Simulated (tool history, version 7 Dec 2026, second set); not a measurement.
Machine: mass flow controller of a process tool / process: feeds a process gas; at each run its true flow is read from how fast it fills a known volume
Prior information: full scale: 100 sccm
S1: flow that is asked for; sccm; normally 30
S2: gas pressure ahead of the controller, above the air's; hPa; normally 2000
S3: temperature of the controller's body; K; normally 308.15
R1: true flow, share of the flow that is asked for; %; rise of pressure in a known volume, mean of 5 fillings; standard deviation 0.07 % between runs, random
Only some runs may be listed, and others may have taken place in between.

run	hour	S1	S2	S3	R1
1	0.0	30	2000	308.15	102.78
2	134.6	30	2000	308.15	102.80
3	388.5	30	2000	298.15	103.64
4	615.8	30	2000	294.15	104.00
5	811.8	30	2000	294.15	104.08
6	1040.9	17	2000	294.15	106.61
7	1201.5	17	2000	294.15	106.80
8	1331.3	17	2000	294.15	106.97
# hour 1376.2: controller's zero set anew
9	1596.4	17	2000	294.15	110.41
10	1760.4	34	2000	308.15	104.60
11	1978.7	30	2000	308.15	105.50
12	2117.2	30	2000	308.15	105.47
13	2306.7	30	2000	308.15	105.64
# hour 2509.0: controller's zero set anew, once more
14	2533.6	30	2000	308.15	100.20
15	2738.6	30	2000	308.15	100.32
16	2894.1	30	2000	308.15	100.43
17	3031.9	30	2000	308.15	100.55
18	3201.4	30	2000	308.15	100.70
19	3373.4	38	1450	308.15	100.36
20	3533.4	38	1450	308.15	100.38
21	3681.7	49	1670	300.15	101.26
22	3816.6	85	1620	305.15	100.77
23	4080.6	85	1620	305.15	100.88
24	4282.6	62	2510	293.15	102.29
25	4495.7	47	2110	310.15	100.99
26	4662.3	30	2480	299.15	102.38

Each row is a separate what-if for the run after 26, all from the same tool condition, not one after another. Results?
A	4817.6	30	1450	308.15	?
B	4817.6	30	1620	310.15	?
C	4817.6	30	2480	299.15	?
D	4817.6	30	2000	296.15	?

run	R1
A	101.36
B	101.21
C	102.37
D	102.39
Without the tool's unlogged condition, the same runs would have read:
run	R1
A	98.76
B	98.62
C	99.78
D	99.80

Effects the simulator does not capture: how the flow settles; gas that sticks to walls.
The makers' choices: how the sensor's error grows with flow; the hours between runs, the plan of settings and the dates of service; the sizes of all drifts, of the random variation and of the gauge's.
